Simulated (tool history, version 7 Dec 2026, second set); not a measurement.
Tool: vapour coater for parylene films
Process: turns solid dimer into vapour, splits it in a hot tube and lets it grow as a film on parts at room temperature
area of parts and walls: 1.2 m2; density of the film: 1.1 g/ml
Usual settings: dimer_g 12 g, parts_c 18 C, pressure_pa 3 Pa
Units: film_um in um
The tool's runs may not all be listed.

| run | day | dimer_g | parts_c | pressure_pa | film_um |
|---|---|---|---|---|---|
| 1 | 0 | 12 | 18 | 3 | 6.02 |
| 2 | 0.804 | 12 | 18 | 3 | 6.08 |
| 3 | 1.25 | 12 | 13 | 3 | 6.53 |
| 4 | 2 | 12 | 13 | 3 | 6.51 |
| 5 | 2.458 | 12 | 13 | 3 | 6.61 |
| 6 | 3.038 | 12 | 13 | 3 | 6.58 |
| 7 | 3.467 | 12 | 13 | 3 | 6.54 |
| 8 | 3.912 | 12 | 13 | 3 | 6.47 |
| 9 | 4.617 | 12 | 13 | 3 | 6.44 |
| 10 | 5.504 | 12 | 13 | 3 | 6.43 |
| 11 | 6.021 | 12 | 13 | 3 | 6.46 |
| 12 | 6.988 | 12 | 13 | 3 | 6.43 |
| 13 | 7.429 | 12 | 18 | 3 | 6.02 |
| 14 | 7.971 | 12 | 18 | 3 | 5.9 |
| 15 | 8.829 | 12 | 18 | 3 | 5.93 |
| 16 | 9.408 | 12 | 18 | 3 | 5.85 |
| 17 | 10.404 | 12 | 18 | 3 | 5.91 |
| 18 | 10.988 | 12 | 18 | 3 | 5.93 |
| 19 | 11.788 | 12 | 18 | 3 | 5.85 |
| 20 | 12.796 | 12 | 18 | 3 | 5.91 |
| 21 | 13.25 | 12 | 18 | 3 | 5.82 |
| 22 | 13.804 | 12 | 18 | 3 | 5.88 |
| 23 | 14.338 | 12 | 18 | 3 | 5.83 |
|  | 14.471 | table's thermometer calibrated |
| 24 | 15.275 | 12 | 18 | 3 | 5.87 |
| 25 | 15.888 | 12 | 18 | 8.69 | 4.8 |
|  | 16.512 | table's thermometer calibrated, once more |
| 26 | 16.579 | 12 | 18 | 9.63 | 4.68 |

Forecast run 27:
| 27 | 17.067 | 10 | 30 | 7.34 | ? |

Run 27 gave film_um 3.41 um.
Without the tool's hidden state the same run would have given film_um 3.92 um.

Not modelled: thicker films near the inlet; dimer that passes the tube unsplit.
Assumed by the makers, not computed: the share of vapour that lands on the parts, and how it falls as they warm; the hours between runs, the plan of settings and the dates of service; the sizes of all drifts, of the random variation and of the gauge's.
